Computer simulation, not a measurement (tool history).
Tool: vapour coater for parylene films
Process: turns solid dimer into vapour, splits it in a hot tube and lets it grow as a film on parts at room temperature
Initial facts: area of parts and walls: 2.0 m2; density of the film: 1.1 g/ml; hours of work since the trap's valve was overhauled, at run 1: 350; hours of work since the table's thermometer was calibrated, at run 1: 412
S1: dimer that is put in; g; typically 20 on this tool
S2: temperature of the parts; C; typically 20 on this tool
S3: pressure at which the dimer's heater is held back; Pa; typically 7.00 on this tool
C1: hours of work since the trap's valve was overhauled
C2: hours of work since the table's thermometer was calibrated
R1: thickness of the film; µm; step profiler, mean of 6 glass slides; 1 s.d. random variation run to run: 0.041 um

| run | hour | S1 | S2 | S3 | C1 | C2 | R1 |
|---|---|---|---|---|---|---|---|
| 1 | 0.0 | 20 | 20 | 7.00 | 350 | 412 | 6.17 |
| 2 | 36.4 | 18 | 20 | 7.00 | 372 | 433 | 5.62 |
| 3 | 56.5 | 10 | 20 | 7.00 | 384 | 445 | 3.14 |
|  | 79.2 | trap's valve overhauled |
| 4 | 100.3 | 20 | 31 | 7.00 | 13 | 469 | 3.72 |
| 5 | 118.7 | 20 | 31 | 7.00 | 23 | 480 | 3.79 |
| 6 | 161.2 | 20 | 14 | 7.00 | 49 | 505 | 8.31 |
| 7 | 194.1 | 20 | 20 | 7.00 | 68 | 524 | 6.26 |
| 8 | 226.0 | 20 | 20 | 7.00 | 87 | 543 | 6.25 |
| 9 | 252.4 | 20 | 20 | 7.00 | 103 | 559 | 6.28 |
| 10 | 286.9 | 20 | 20 | 7.00 | 123 | 579 | 6.20 |
| 11 | 328.5 | 20 | 20 | 7.00 | 148 | 604 | 6.17 |
| 12 | 352.5 | 20 | 20 | 7.00 | 162 | 618 | 6.27 |
| 13 | 385.9 | 26 | 20 | 7.00 | 182 | 638 | 8.12 |
| 14 | 404.5 | 20 | 20 | 7.00 | 193 | 649 | 6.17 |
| 15 | 447.3 | 20 | 20 | 7.00 | 218 | 675 | 6.28 |
| 16 | 479.3 | 20 | 20 | 7.00 | 237 | 694 | 6.21 |
| 17 | 512.5 | 20 | 20 | 7.00 | 257 | 713 | 6.18 |
| 18 | 545.9 | 20 | 20 | 7.00 | 277 | 733 | 6.22 |
| 19 | 569.8 | 10 | 20 | 7.00 | 291 | 747 | 3.12 |
| 20 | 601.7 | 10 | 20 | 7.00 | 310 | 766 | 3.14 |
| 21 | 637.0 | 10 | 20 | 7.00 | 331 | 787 | 3.16 |
| 22 | 664.2 | 25 | 20 | 7.00 | 347 | 803 | 7.77 |
| 23 | 692.8 | 25 | 20 | 7.00 | 364 | 820 | 7.74 |
| 24 | 733.8 | 9 | 20 | 7.00 | 389 | 845 | 2.79 |
|  | 747.3 | trap's valve overhauled |
| 25 | 767.1 | 11 | 22 | 7.00 | 12 | 862 | 3.14 |
| 26 | 801.1 | 11 | 22 | 7.00 | 32 | 882 | 3.10 |
| 27 | 835.8 | 8 | 21 | 2.63 | 53 | 903 | 2.79 |
| 28 | 874.6 | 31 | 31 | 3.03 | 76 | 926 | 6.64 |
| 29 | 906.2 | 9 | 20 | 2.53 | 94 | 945 | 3.33 |
| 30 | 944.6 | 14 | 13 | 8.58 | 117 | 967 | 5.87 |
| 31 | 985.2 | 18 | 20 | 8.52 | 141 | 992 | 5.37 |
| 32 | 1009.0 | 34 | 15 | 4.68 | 155 | 1006 | 14.23 |
| 33 | 1033.0 | 34 | 15 | 4.68 | 170 | 1020 | 14.29 |
| 34 | 1070.0 | 34 | 15 | 4.68 | 192 | 1042 | 14.35 |
| 35 | 1090.5 | 29 | 15 | 8.02 | 204 | 1054 | 11.18 |
| 36 | 1113.9 | 29 | 15 | 8.02 | 218 | 1068 | 11.27 |
| 37 | 1138.1 | 29 | 15 | 8.02 | 232 | 1082 | 11.17 |
| 38 | 1173.4 | 27 | 31 | 11.97 | 253 | 1103 | 4.61 |
| 39 | 1209.8 | 21 | 24 | 3.86 | 274 | 1125 | 6.00 |
| 40 | 1235.2 | 16 | 20 | 7.00 | 290 | 1140 | 4.95 |
| 41 | 1268.2 | 20 | 27 | 11.47 | 309 | 1160 | 4.13 |
| 42 | 1304.1 | 27 | 20 | 7.00 | 330 | 1181 | 8.35 |
| 43 | 1342.3 | 20 | 16 | 7.00 | 353 | 1204 | 7.51 |
| 44 | 1374.9 | 20 | 16 | 7.00 | 373 | 1223 | 7.52 |
|  | 1415.5 | trap's valve overhauled |
| 45 | 1418.1 | 17 | 26 | 3.23 | 2 | 1246 | 4.57 |
| 46 | 1460.6 | 12 | 27 | 3.92 | 27 | 1271 | 3.00 |

Branching from run 46: 4 alternative next runs. What would each branch give?
| A | 1482.2 | 12 | 17 | 7.72 | 40 | 1284 | ? |
| B | 1482.2 | 13 | 32 | 7.00 | 40 | 1284 | ? |
| C | 1482.2 | 18 | 13 | 9.61 | 40 | 1284 | ? |
| D | 1482.2 | 12 | 20 | 3.92 | 40 | 1284 | ? |

| run | R1 |
|---|---|
| A | 4.23 |
| B | 2.32 |
| C | 7.33 |
| D | 4.10 |
The same runs, with their run-to-run variation unchanged, on a tool lacking any hidden condition would have given:
| run | R1 |
|---|---|
| A | 4.23 |
| B | 2.32 |
| C | 7.33 |
| D | 4.10 |
